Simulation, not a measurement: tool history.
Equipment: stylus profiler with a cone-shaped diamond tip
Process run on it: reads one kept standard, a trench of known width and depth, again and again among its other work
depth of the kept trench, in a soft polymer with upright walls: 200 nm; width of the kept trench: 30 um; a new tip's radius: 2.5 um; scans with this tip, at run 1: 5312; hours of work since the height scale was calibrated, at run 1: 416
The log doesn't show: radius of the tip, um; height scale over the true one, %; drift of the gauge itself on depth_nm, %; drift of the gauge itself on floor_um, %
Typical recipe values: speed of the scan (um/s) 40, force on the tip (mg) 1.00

| run | hour | speed of the scan (um/s) | force on the tip (mg) | scans with this tip | hours of work since the height scale was calibrated | depth of the trench (angstrom) | width of the trench's floor (µm) |
|---|---|---|---|---|---|---|---|
| 1 | 0.0 | 40 | 1.00 | 5312 | 416 | 2008.9 | 27.02 |
| 2 | 16.3 | 110 | 1.00 | 5438 | 426 | 2007.8 | 26.53 |
| 3 | 30.1 | 110 | 1.00 | 5544 | 435 | 2008.4 | 26.53 |
| 4 | 60.8 | 40 | 1.00 | 5781 | 453 | 2008.8 | 26.98 |
| 5 | 80.2 | 40 | 1.00 | 5931 | 465 | 2008.6 | 26.96 |
| 6 | 106.2 | 40 | 1.00 | 6131 | 481 | 2008.9 | 26.93 |
| 7 | 128.9 | 32 | 1.00 | 6306 | 494 | 2008.9 | 26.99 |
| 8 | 148.0 | 40 | 1.00 | 6454 | 506 | 2008.8 | 26.89 |
| 9 | 168.2 | 40 | 1.00 | 6610 | 518 | 2008.6 | 26.92 |
| 10 | 194.8 | 40 | 1.00 | 6815 | 534 | 2008.4 | 26.83 |
| 11 | 210.9 | 40 | 1.00 | 6939 | 544 | 2009.3 | 26.83 |
| 12 | 236.2 | 128 | 1.00 | 7135 | 559 | 2008.2 | 26.18 |
| 13 | 256.0 | 128 | 1.00 | 7288 | 571 | 2009.0 | 26.21 |
| 14 | 271.5 | 38 | 1.00 | 7407 | 581 | 2009.5 | 26.74 |
| 15 | 294.7 | 38 | 1.00 | 7586 | 595 | 2008.9 | 26.79 |
| 16 | 320.4 | 40 | 1.00 | 7784 | 610 | 2008.8 | 26.77 |
| 17 | 341.7 | 40 | 2.14 | 7949 | 623 | 2014.2 | 26.77 |
| 18 | 356.8 | 56 | 1.00 | 8065 | 632 | 2009.0 | 26.59 |
| 19 | 384.1 | 56 | 1.00 | 8276 | 649 | 2009.0 | 26.57 |
| 20 | 413.0 | 56 | 1.00 | 8499 | 666 | 2009.9 | 26.53 |
| 21 | 441.3 | 56 | 1.00 | 8717 | 683 | 2009.2 | 26.52 |
| 22 | 457.5 | 45 | 2.79 | 8843 | 693 | 2016.5 | 26.70 |
| 23 | 477.5 | 45 | 2.79 | 8996 | 705 | 2016.2 | 26.69 |
| 24 | 500.4 | 12 | 1.47 | 9174 | 719 | 2011.8 | 26.77 |
| 25 | 514.3 | 12 | 1.47 | 9281 | 728 | 2011.4 | 26.85 |
| 26 | 544.0 | 95 | 1.00 | 9510 | 746 | 2009.9 | 26.16 |
| 27 | 573.5 | 40 | 0.68 | 9737 | 763 | 2007.6 | 26.39 |
| 28 | 596.5 | 114 | 1.84 | 9915 | 777 | 2013.4 | 26.18 |
| 29 | 613.2 | 114 | 1.84 | 10044 | 787 | 2012.9 | 26.20 |
| 30 | 626.2 | 114 | 1.84 | 10145 | 795 | 2013.0 | 26.19 |
| 31 | 651.2 | 71 | 1.00 | 10337 | 810 | 2009.9 | 26.31 |
| 32 | 667.4 | 52 | 2.62 | 10463 | 820 | 2015.7 | 26.46 |
| 33 | 695.4 | 33 | 0.78 | 10678 | 837 | 2009.5 | 26.45 |
| 34 | 719.1 | 54 | 1.91 | 10861 | 852 | 2013.4 | 26.41 |
| 35 | 747.1 | 92 | 0.35 | 11078 | 868 | 2007.0 | 25.62 |
| 36 | 773.8 | 92 | 0.35 | 11283 | 885 | 2007.2 | 25.65 |
| 37 | 801.9 | 112 | 0.40 | 11500 | 902 | 2007.5 | 25.43 |
| 38 | 831.5 | 59 | 0.36 | 11728 | 920 | 2007.1 | 25.88 |
| 39 | 850.3 | 59 | 0.36 | 11873 | 931 | 2007.3 | 25.92 |
| 40 | 874.6 | 12 | 0.44 | 12061 | 946 | 2007.0 | 26.39 |
| 41 | 889.7 | 12 | 0.44 | 12178 | 955 | 2008.1 | 26.42 |

Below, some changes in depth of the trench (angstrom) between adjacent runs. For each, the amount present without the hidden state too (settings, incoming material, random variation) and the amount remaining for the hidden state with gauge scatter not shared by both compared results:
Run 1 -> 2: speed of the scan (um/s) 40 -> 110. depth of the trench (angstrom) -1.1: hidden state +0.1, all else -1.2.
Run 4 -> 5: no setting touched and nothing written in the log between the runs. depth of the trench (angstrom) -0.2: hidden state +0.1, all else -0.3.
Run 7 -> 8: speed of the scan (um/s) 32 -> 40. depth of the trench (angstrom) -0.1: hidden state +0.1, all else -0.2.
Run 21 -> 22: speed of the scan (um/s) 56 -> 45, force on the tip (mg) 1.00 -> 2.79. depth of the trench (angstrom) +7.3: hidden state +0.0, all else +7.3.
Run 32 -> 33: speed of the scan (um/s) 52 -> 33, force on the tip (mg) 2.62 -> 0.78. depth of the trench (angstrom) -6.2: hidden state +0.0, all else -6.2.
Run 34 -> 35: speed of the scan (um/s) 54 -> 92, force on the tip (mg) 1.91 -> 0.35. depth of the trench (angstrom) -6.4: hidden state +0.1, all else -6.5.

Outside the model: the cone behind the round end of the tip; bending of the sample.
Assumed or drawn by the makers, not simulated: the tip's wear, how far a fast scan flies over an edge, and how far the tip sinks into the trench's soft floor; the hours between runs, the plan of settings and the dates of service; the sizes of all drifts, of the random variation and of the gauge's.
